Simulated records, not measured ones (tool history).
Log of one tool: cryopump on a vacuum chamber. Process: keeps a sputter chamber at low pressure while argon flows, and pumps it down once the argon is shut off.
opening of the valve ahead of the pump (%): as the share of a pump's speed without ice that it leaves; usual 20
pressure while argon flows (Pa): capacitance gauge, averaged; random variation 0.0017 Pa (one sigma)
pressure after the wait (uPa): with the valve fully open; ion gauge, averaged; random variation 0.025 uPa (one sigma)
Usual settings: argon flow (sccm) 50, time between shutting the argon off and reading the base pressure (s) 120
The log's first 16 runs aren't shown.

run,hour,argon flow (sccm),time between shutting the argon off and reading the base pressure (s),opening of the valve ahead of the pump (%),hours of work since the pump was warmed up and emptied,hours of work since the cold head was overhauled,hours of work since the chamber's fittings were tightened,pressure while argon flows (Pa),pressure after the wait (uPa)
17,172.0,50,120,20,254,586,835,0.4309,1.37
18,178.4,50,120,20,260,591,840,0.4379,1.46
19,191.2,44,22,60,271,602,851,0.1462,4.54
20,199.6,44,22,60,278,609,858,0.1464,4.49
21,212.4,95,120,47,289,620,869,0.3895,1.44
22,219.0,95,120,47,294,626,875,0.3967,1.48
23,231.7,47,90,47,305,637,885,0.1962,1.70
24,242.6,34,60,47,314,646,895,0.1435,2.10
25,258.0,38,40,25,327,659,908,0.2758,2.79
# hour 268.4: pump warmed up, emptied and cooled again
26,270.4,50,66,58,2,665,914,0.1414,1.84
27,280.2,42,141,42,10,674,922,0.1673,1.15
28,287.7,42,141,42,16,680,929,0.1646,1.17
29,302.9,78,184,45,29,693,942,0.2861,1.03
30,312.0,29,120,18,37,701,949,0.2650,1.32
31,326.0,29,120,18,49,713,961,0.2650,1.31
32,334.7,29,120,18,56,720,969,0.2656,1.36
33,349.2,41,102,21,69,732,981,0.3239,1.40
34,355.7,84,26,21,74,738,986,0.6618,3.73
35,370.7,23,29,31,87,751,999,0.1245,3.48

3 ways to go on from here, each from the tool as it stands after run 35. What would each give?
A,380.5,23,20,57,95,759,1008,?,?
B,380.5,23,29,51,95,759,1008,?,?
C,380.5,22,29,37,95,759,1008,?,?

run,pressure while argon flows (Pa),pressure after the wait (uPa)
A,0.0697,4.62
B,0.0764,3.56
C,0.1007,3.53
Without the tool's hidden state the same runs would have given:
run,pressure while argon flows (Pa),pressure after the wait (uPa)
A,0.0656,4.24
B,0.0722,3.16
C,0.0967,3.14
